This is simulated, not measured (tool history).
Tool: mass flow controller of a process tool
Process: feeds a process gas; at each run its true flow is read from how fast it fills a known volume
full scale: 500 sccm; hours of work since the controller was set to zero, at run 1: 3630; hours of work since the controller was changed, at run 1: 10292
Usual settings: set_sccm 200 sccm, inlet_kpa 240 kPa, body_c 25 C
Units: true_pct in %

| run | hour | set_sccm | inlet_kpa | body_c | hours of work since the controller was set to zero | hours of work since the controller was changed | true_pct |
|---|---|---|---|---|---|---|---|
| 1 | 0 | 200 | 240 | 25 | 3630 | 10292 | 97.84 |
| 2 | 542.5 | 200 | 240 | 25 | 3970 | 10632 | 97.83 |
| 3 | 946.4 | 200 | 240 | 25 | 4223 | 10885 | 97.63 |
| 4 | 1371.6 | 200 | 240 | 25 | 4490 | 11151 | 97.67 |
| 5 | 1639.9 | 200 | 240 | 25 | 4658 | 11319 | 97.51 |
| 6 | 1943.1 | 200 | 259 | 25 | 4848 | 11509 | 97.44 |
|  | 2259.5 | controller exchanged for a calibrated one |
| 7 | 2452.5 | 200 | 159 | 25 | 121 | 121 | 97.73 |
| 8 | 2863.2 | 200 | 159 | 24 | 378 | 378 | 97.83 |
| 9 | 3206.6 | 200 | 240 | 25 | 593 | 593 | 97.78 |
| 10 | 3469.6 | 200 | 145 | 25 | 758 | 758 | 97.59 |
| 11 | 3953.6 | 200 | 242 | 25 | 1061 | 1061 | 97.66 |
| 12 | 4437.5 | 200 | 242 | 25 | 1365 | 1365 | 97.6 |
|  | 4469.9 | controller's zero set anew |
| 13 | 4746.8 | 200 | 242 | 25 | 174 | 1558 | 97.14 |
| 14 | 5146 | 200 | 241 | 25 | 424 | 1808 | 96.96 |
| 15 | 5419.1 | 200 | 251 | 25 | 595 | 1979 | 97.02 |
| 16 | 5966.9 | 200 | 240 | 20 | 938 | 2323 | 97.26 |
| 17 | 6271.4 | 200 | 240 | 20 | 1129 | 2513 | 97.08 |
| 18 | 6514.9 | 66 | 240 | 20 | 1281 | 2666 | 92.71 |
|  | 6920.1 | controller's zero set anew, once more |
| 19 | 7020.9 | 66 | 240 | 20 | 63 | 2983 | 97.76 |
| 20 | 7289 | 409 | 240 | 20 | 231 | 3151 | 100.25 |
| 21 | 7649 | 75 | 220 | 28 | 457 | 3376 | 96.78 |
| 22 | 8206.4 | 375 | 220 | 29 | 806 | 3725 | 99.3 |
| 23 | 8482.9 | 90 | 172 | 40 | 979 | 3899 | 95.41 |
| 24 | 8806.9 | 79 | 172 | 25 | 1182 | 4102 | 96.02 |
| 25 | 9158.6 | 439 | 224 | 39 | 1403 | 4322 | 99.03 |
| 26 | 9652.6 | 217 | 242 | 39 | 1712 | 4632 | 96.97 |

How the hidden state differs across the entries between the runs, from the last listed run before each to the first after it:
Between runs 6 and 7: controller exchanged for a calibrated one (hour 2259.5)
  flow at rest that the sensor doesn't see, % of full scale: -1.049 -> -0.03; true flow over the shown one, %: 1.87 -> -0.16
  measured less the result without the state, true_pct: -0.75 -> -0.23 %
Between runs 12 and 13: controller's zero set anew (hour 4469.9)
  flow at rest that the sensor doesn't see, % of full scale: -0.3 -> -0.465; true flow over the shown one, %: 0.1 -> 0.14
  measured less the result without the state, true_pct: -0.66 -> -1.02 %
Between runs 18 and 19: controller's zero set anew, once more (hour 6920.1)
  flow at rest that the sensor doesn't see, % of full scale: -0.719 -> -0.05; true flow over the shown one, %: 0.36 -> 0.43
  measured less the result without the state, true_pct: -5.09 -> +0.05 %
